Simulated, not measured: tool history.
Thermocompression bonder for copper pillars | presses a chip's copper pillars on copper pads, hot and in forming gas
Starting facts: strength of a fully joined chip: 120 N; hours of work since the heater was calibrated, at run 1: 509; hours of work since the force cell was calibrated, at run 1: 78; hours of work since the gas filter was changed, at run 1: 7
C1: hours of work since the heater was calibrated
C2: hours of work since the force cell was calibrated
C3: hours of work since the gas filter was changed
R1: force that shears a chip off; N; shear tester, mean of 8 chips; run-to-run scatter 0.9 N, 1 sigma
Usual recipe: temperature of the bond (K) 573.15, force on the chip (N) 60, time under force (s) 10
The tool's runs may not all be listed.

Run 1, hour 0: usual settings; C1 509; C2 78; C3 7. Result: R1 64.7 N.
Run 2, hour 15.5: usual settings; C1 519; C2 88; C3 17. Result: R1 63.9 N.
Run 3, hour 34.2: usual settings; C1 531; C2 100; C3 29. Result: R1 62.6 N.
Run 4, hour 46.2: usual settings but temperature of the bond (K) 596.15; C1 539; C2 107; C3 37. Result: R1 82.1 N.
Run 5, hour 63.4: usual settings but force on the chip (N) 42; C1 550; C2 118; C3 48. Result: R1 46 N.
Run 6, hour 72.7: usual settings but force on the chip (N) 45; C1 556; C2 124; C3 54. Result: R1 49.2 N.
Run 7, hour 84: usual settings; C1 563; C2 131; C3 61. Result: R1 62.4 N.
Run 8, hour 95.5: usual settings but force on the chip (N) 82; C1 571; C2 139; C3 68. Result: R1 74.7 N.
Run 9, hour 113.7: usual settings but temperature of the bond (K) 553.15; C1 582; C2 151; C3 80. Result: R1 44.8 N.
Run 10, hour 131.1: usual settings but temperature of the bond (K) 563.15; C1 593; C2 162; C3 91. Result: R1 52.9 N.
Run 11, hour 143.9: usual settings but time under force (s) 20; C1 602; C2 170; C3 99. Result: R1 75.5 N.
At hour 162: heater calibrated with a thermocouple chip.
Run 12, hour 163.6: usual settings; C1 1; C2 181; C3 111. Result: R1 68.5 N.
Run 13, hour 174.9: usual settings; C1 8; C2 189; C3 118. Result: R1 70.9 N.
Run 14, hour 192.5: usual settings but time under force (s) 12; C1 20; C2 200; C3 129. Result: R1 72.1 N.
At hour 198.2: forming gas filter changed.
Run 15, hour 204.2: usual settings but time under force (s) 12; C1 27; C2 207; C3 4. Result: R1 76.6 N.
Run 16, hour 220.1: usual settings but time under force (s) 12; C1 37; C2 217; C3 14. Result: R1 75.8 N.
Run 17, hour 234.5: usual settings but time under force (s) 12; C1 46; C2 226; C3 23. Result: R1 77.5 N.
Run 18, hour 247.9: usual settings; C1 55; C2 235; C3 32. Result: R1 70.9 N.
Run 19, hour 266.5: usual settings; C1 67; C2 247; C3 44. Result: R1 70.1 N.
Run 20, hour 280.8: usual settings; C1 76; C2 256; C3 53. Result: R1 69.6 N.
Run 21, hour 292.4: usual settings but temperature of the bond (K) 552.15, time under force (s) 21; C1 83; C2 264; C3 60. Result: R1 67.9 N.
Run 22, hour 304.2: usual settings but temperature of the bond (K) 576.15, time under force (s) 11; C1 91; C2 271; C3 68. Result: R1 74.6 N.
Run 23, hour 320.8: usual settings but temperature of the bond (K) 581.15, time under force (s) 8; C1 102; C2 282; C3 79. Result: R1 70.3 N.
Run 24, hour 334.9: usual settings but temperature of the bond (K) 581.15, time under force (s) 8; C1 111; C2 291; C3 88. Result: R1 69.9 N.
Run 25, hour 343.7: usual settings but temperature of the bond (K) 583.15, force on the chip (N) 39, time under force (s) 6; C1 116; C2 296; C3 93. Result: R1 46.5 N.
Run 26, hour 353.9: usual settings but temperature of the bond (K) 601.15, force on the chip (N) 79, time under force (s) 29; C1 123; C2 303; C3 100. Result: R1 113.4 N.
Run 27, hour 372.1: usual settings but temperature of the bond (K) 549.15, force on the chip (N) 81; C1 134; C2 315; C3 112. Result: R1 60.7 N.
Run 28, hour 387.3: usual settings but temperature of the bond (K) 602.15, force on the chip (N) 76, time under force (s) 14; C1 144; C2 324; C3 121. Result: R1 100.4 N.
Run 29, hour 401.6: usual settings but temperature of the bond (K) 602.15, force on the chip (N) 76, time under force (s) 24; C1 153; C2 334; C3 130. Result: R1 106.6 N.
At hour 405.5: forming gas filter changed.
Run 30, hour 413.8: usual settings but temperature of the bond (K) 602.15, force on the chip (N) 76, time under force (s) 24; C1 161; C2 341; C3 5. Result: R1 113.5 N.
Run 31, hour 423: usual settings but time under force (s) 20; C1 167; C2 347; C3 11. Result: R1 83.4 N.
Run 32, hour 432.5: usual settings but temperature of the bond (K) 544.15, force on the chip (N) 72, time under force (s) 11; C1 173; C2 353; C3 17. Result: R1 57 N.
Run 33, hour 442.7: usual settings but temperature of the bond (K) 544.15, force on the chip (N) 80, time under force (s) 15; C1 179; C2 360; C3 24. Result: R1 66.3 N.
Run 34, hour 451: usual settings but temperature of the bond (K) 563.15, force on the chip (N) 50, time under force (s) 15; C1 185; C2 365; C3 29. Result: R1 59.4 N.
Run 35, hour 462.3: usual settings but temperature of the bond (K) 563.15, force on the chip (N) 48, time under force (s) 29; C1 192; C2 372; C3 36. Result: R1 73.1 N.
Run 36, hour 473.5: usual settings but temperature of the bond (K) 596.15; C1 199; C2 379; C3 44. Result: R1 87.9 N.
Run 37, hour 488.8: usual settings but temperature of the bond (K) 596.15; C1 209; C2 389; C3 53. Result: R1 85.6 N.
Run 38, hour 502.1: usual settings but temperature of the bond (K) 596.15, force on the chip (N) 50, time under force (s) 28; C1 217; C2 398; C3 62. Result: R1 96.8 N.
Run 39, hour 518.4: usual settings but temperature of the bond (K) 596.15, force on the chip (N) 50, time under force (s) 28; C1 228; C2 408; C3 72. Result: R1 95.7 N.

Each row is a separate what-if for the run after 39, all from the same tool condition, not one after another. Results?
Run A, hour 535.9: usual settings but temperature of the bond (K) 596.15, force on the chip (N) 53, time under force (s) 6; C1 239; C2 419; C3 84. Result: R1 ?.
Run B, hour 535.9: usual settings but temperature of the bond (K) 566.15, time under force (s) 20; C1 239; C2 419; C3 84. Result: R1 ?.
Run C, hour 535.9: usual settings but temperature of the bond (K) 564.15, force on the chip (N) 50, time under force (s) 28; C1 239; C2 419; C3 84. Result: R1 ?.

run    R1
  A  68.1
  B  75.7
  C  70.5
With no hidden state in the tool, these same runs would have given:
run    R1
  A  75.7
  B  84.1
  C  78.7
